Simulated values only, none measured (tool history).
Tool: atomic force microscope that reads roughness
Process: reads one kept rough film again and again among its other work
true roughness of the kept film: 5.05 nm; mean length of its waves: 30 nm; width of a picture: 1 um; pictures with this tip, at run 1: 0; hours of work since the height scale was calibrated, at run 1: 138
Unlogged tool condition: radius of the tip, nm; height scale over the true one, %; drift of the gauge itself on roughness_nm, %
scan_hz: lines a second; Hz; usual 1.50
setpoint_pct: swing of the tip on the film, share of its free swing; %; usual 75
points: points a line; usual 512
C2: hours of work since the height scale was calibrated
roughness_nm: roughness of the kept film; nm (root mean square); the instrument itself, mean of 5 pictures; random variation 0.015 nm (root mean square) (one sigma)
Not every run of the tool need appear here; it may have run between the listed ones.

Run 1, day 0.000: usual settings; pictures with this tip 0; C2 138. Result: roughness_nm 3.677 nm (root mean square).
Run 2, day 0.912: usual settings; pictures with this tip 28; C2 153. Result: roughness_nm 3.558 nm (root mean square).
Run 3, day 2.458: usual settings; pictures with this tip 77; C2 178. Result: roughness_nm 3.355 nm (root mean square).
Run 4, day 3.971: usual settings; pictures with this tip 124; C2 204. Result: roughness_nm 3.137 nm (root mean square).
Run 5, day 5.492: usual settings; pictures with this tip 172; C2 229. Result: roughness_nm 2.990 nm (root mean square).
Run 6, day 6.550: usual settings but setpoint_pct 89 %; pictures with this tip 205; C2 246. Result: roughness_nm 2.625 nm (root mean square).
Run 7, day 7.908: usual settings but setpoint_pct 89 %; pictures with this tip 247; C2 269. Result: roughness_nm 2.519 nm (root mean square).
At day 8.067: new tip fitted.
Run 8, day 8.821: usual settings but scan_hz 0.61 Hz; pictures with this tip 23; C2 283. Result: roughness_nm 3.832 nm (root mean square).
Run 9, day 9.717: usual settings; pictures with this tip 52; C2 298. Result: roughness_nm 3.443 nm (root mean square).
Run 10, day 10.983: usual settings; pictures with this tip 91; C2 319. Result: roughness_nm 3.301 nm (root mean square).
Run 11, day 11.717: usual settings but setpoint_pct 63 %; pictures with this tip 114; C2 331. Result: roughness_nm 3.400 nm (root mean square).
Run 12, day 12.488: usual settings but setpoint_pct 63 %; pictures with this tip 138; C2 344. Result: roughness_nm 3.320 nm (root mean square).
Run 13, day 14.133: usual settings; pictures with this tip 190; C2 371. Result: roughness_nm 2.973 nm (root mean square).
Run 14, day 15.388: usual settings but scan_hz 2.89 Hz, setpoint_pct 85 %, points 874; pictures with this tip 229; C2 392. Result: roughness_nm 2.309 nm (root mean square).
At day 16.096: new tip fitted.
Run 15, day 16.700: usual settings but scan_hz 1.76 Hz, points 542; pictures with this tip 19; C2 413. Result: roughness_nm 3.517 nm (root mean square).
Run 16, day 17.729: usual settings but scan_hz 1.24 Hz, setpoint_pct 80 %, points 422; pictures with this tip 51; C2 430. Result: roughness_nm 3.410 nm (root mean square).
Run 17, day 18.646: usual settings but scan_hz 3.03 Hz, points 339; pictures with this tip 80; C2 445. Result: roughness_nm 2.995 nm (root mean square).
Run 18, day 19.629: usual settings but scan_hz 1.41 Hz, setpoint_pct 69 %, points 395; pictures with this tip 110; C2 462. Result: roughness_nm 3.325 nm (root mean square).
Run 19, day 20.808: usual settings but scan_hz 1.41 Hz, setpoint_pct 69 %, points 440; pictures with this tip 147; C2 481. Result: roughness_nm 3.158 nm (root mean square).
Run 20, day 21.488: usual settings but scan_hz 1.61 Hz, points 335; pictures with this tip 169; C2 492. Result: roughness_nm 2.985 nm (root mean square).
Run 21, day 22.450: usual settings but scan_hz 0.57 Hz, points 515; pictures with this tip 199; C2 508. Result: roughness_nm 3.128 nm (root mean square).
Run 22, day 23.983: usual settings but scan_hz 1.76 Hz, setpoint_pct 71 %, points 515; pictures with this tip 247; C2 534. Result: roughness_nm 2.804 nm (root mean square).
At day 24.100: new tip fitted.
Run 23, day 25.504: usual settings but scan_hz 1.76 Hz, setpoint_pct 71 %, points 515; pictures with this tip 44; C2 558. Result: roughness_nm 3.487 nm (root mean square).
Run 24, day 26.817: usual settings but scan_hz 0.54 Hz, setpoint_pct 71 %, points 502; pictures with this tip 85; C2 580. Result: roughness_nm 3.561 nm (root mean square).
Run 25, day 27.971: usual settings but scan_hz 0.72 Hz, setpoint_pct 86 %, points 299; pictures with this tip 121; C2 599. Result: roughness_nm 3.176 nm (root mean square).
Run 26, day 29.342: usual settings but scan_hz 3.89 Hz, setpoint_pct 88 %; pictures with this tip 164; C2 622. Result: roughness_nm 2.150 nm (root mean square).

Consider 5 possible next runs. They are alternatives, not a sequence: every one starts from the tool as it was left by run 26. What does each give?
Run A, day 30.817: usual settings but scan_hz 3.89 Hz, setpoint_pct 88 %, points 564; pictures with this tip 210; C2 646. Result: roughness_nm ?.
Run B, day 30.817: usual settings but scan_hz 0.92 Hz; pictures with this tip 210; C2 646. Result: roughness_nm ?.
Run C, day 30.817: usual settings but scan_hz 0.65 Hz, setpoint_pct 62 %; pictures with this tip 210; C2 646. Result: roughness_nm ?.
Run D, day 30.817: usual settings but scan_hz 1.43 Hz; pictures with this tip 210; C2 646. Result: roughness_nm ?.
Run E, day 30.817: usual settings but scan_hz 3.89 Hz, setpoint_pct 88 %, points 999; pictures with this tip 210; C2 646. Result: roughness_nm ?.

run  roughness_nm
  A         2.075
  B         3.019
  C         3.157
  D         2.900
  E         2.062
With the hidden condition removed and each run's random variation left untouched, the same runs would have given:
run  roughness_nm
  A         2.639
  B         3.841
  C         4.016
  D         3.690
  E         2.625

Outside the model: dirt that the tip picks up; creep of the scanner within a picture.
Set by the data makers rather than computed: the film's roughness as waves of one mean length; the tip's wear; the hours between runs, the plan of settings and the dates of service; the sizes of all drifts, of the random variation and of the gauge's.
